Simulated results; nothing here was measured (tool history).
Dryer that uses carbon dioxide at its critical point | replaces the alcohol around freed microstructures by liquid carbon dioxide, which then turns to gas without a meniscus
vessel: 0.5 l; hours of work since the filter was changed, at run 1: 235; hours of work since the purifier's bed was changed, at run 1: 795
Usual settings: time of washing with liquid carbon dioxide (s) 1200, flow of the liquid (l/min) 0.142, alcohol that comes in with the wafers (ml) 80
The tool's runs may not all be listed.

run	hour	time of washing with liquid carbon dioxide (s)	flow of the liquid (l/min)	alcohol that comes in with the wafers (ml)	hours of work since the filter was changed	hours of work since the purifier's bed was changed	alcohol left in the vessel before it's heated (ppm by volume)
1	0.0	1200	0.142	80	235	795	1961
2	21.8	1200	0.142	80	251	811	2068
3	55.9	1200	0.142	80	277	837	2200
4	91.1	780	0.142	80	303	863	10086
5	112.8	1200	0.087	80	319	879	12443
6	134.0	1200	0.087	80	334	894	13222
7	175.5	1200	0.087	80	365	925	13371
# hour 188.8: inlet filter changed
8	198.4	1200	0.142	80	7	941	1287
9	225.9	1200	0.142	80	27	961	1337
10	248.1	1200	0.142	80	44	978	1349
11	279.4	1200	0.142	68	67	1001	1223
12	318.5	1200	0.142	68	96	1030	1297
13	351.6	1200	0.142	68	120	1054	1370
# hour 370.6: purifier's bed changed
14	387.3	1200	0.142	20	144	12	415
15	408.8	1200	0.142	20	160	28	415
16	433.1	1200	0.142	80	178	46	1686
17	465.0	1200	0.142	39	202	70	895
18	504.9	1200	0.147	80	231	99	1662
19	545.0	1560	0.142	80	261	129	578
20	567.9	1320	0.142	80	278	146	1412
21	609.9	1200	0.142	80	309	177	2301
22	631.3	1200	0.142	80	324	192	2387
23	659.3	1200	0.142	117	345	213	3573
24	693.3	1200	0.142	117	370	238	3758
# hour 698.0: inlet filter changed
25	729.0	1200	0.233	117	23	264	97
26	766.2	1200	0.233	117	50	291	103
27	798.8	1200	0.233	117	74	315	109
28	822.5	1200	0.233	117	92	333	122
29	840.8	1500	0.233	117	105	346	57
30	866.2	1200	0.099	72	124	365	5940
31	887.4	1200	0.228	80	140	381	130
32	920.9	900	0.123	26	165	405	2806
33	942.2	900	0.123	26	180	421	2814
34	985.4	1020	0.142	95	212	453	4268
35	1019.3	1020	0.142	95	237	478	4616
36	1048.8	900	0.239	56	259	500	445
37	1082.3	900	0.239	56	284	525	494
38	1126.8	1200	0.142	80	317	557	2312
39	1162.2	1200	0.142	31	343	584	1036
40	1181.7	1080	0.142	66	357	598	3290
# hour 1204.1: inlet filter changed
41	1204.4	840	0.142	30	0	614	1955
42	1238.5	780	0.103	45	25	639	9482
43	1265.2	720	0.183	26	45	659	1269
44	1307.1	840	0.101	80	76	690	15367
45	1350.5	840	0.101	80	108	722	16292
46	1381.4	840	0.151	112	131	745	7334
47	1402.4	1560	0.151	112	146	760	443
48	1441.7	1920	0.225	80	175	789	76

3 ways to go on from here, each from the tool as it stands after run 48. What would each give?
A	1474.9	900	0.225	80	200	814	?
B	1474.9	1140	0.142	60	200	814	?
C	1474.9	1440	0.225	80	200	814	?

run	alcohol left in the vessel before it's heated (ppm by volume)
A	794
B	1842
C	103
Without the tool's hidden state the same runs would have given:
run	alcohol left in the vessel before it's heated (ppm by volume)
A	419
B	1147
C	15
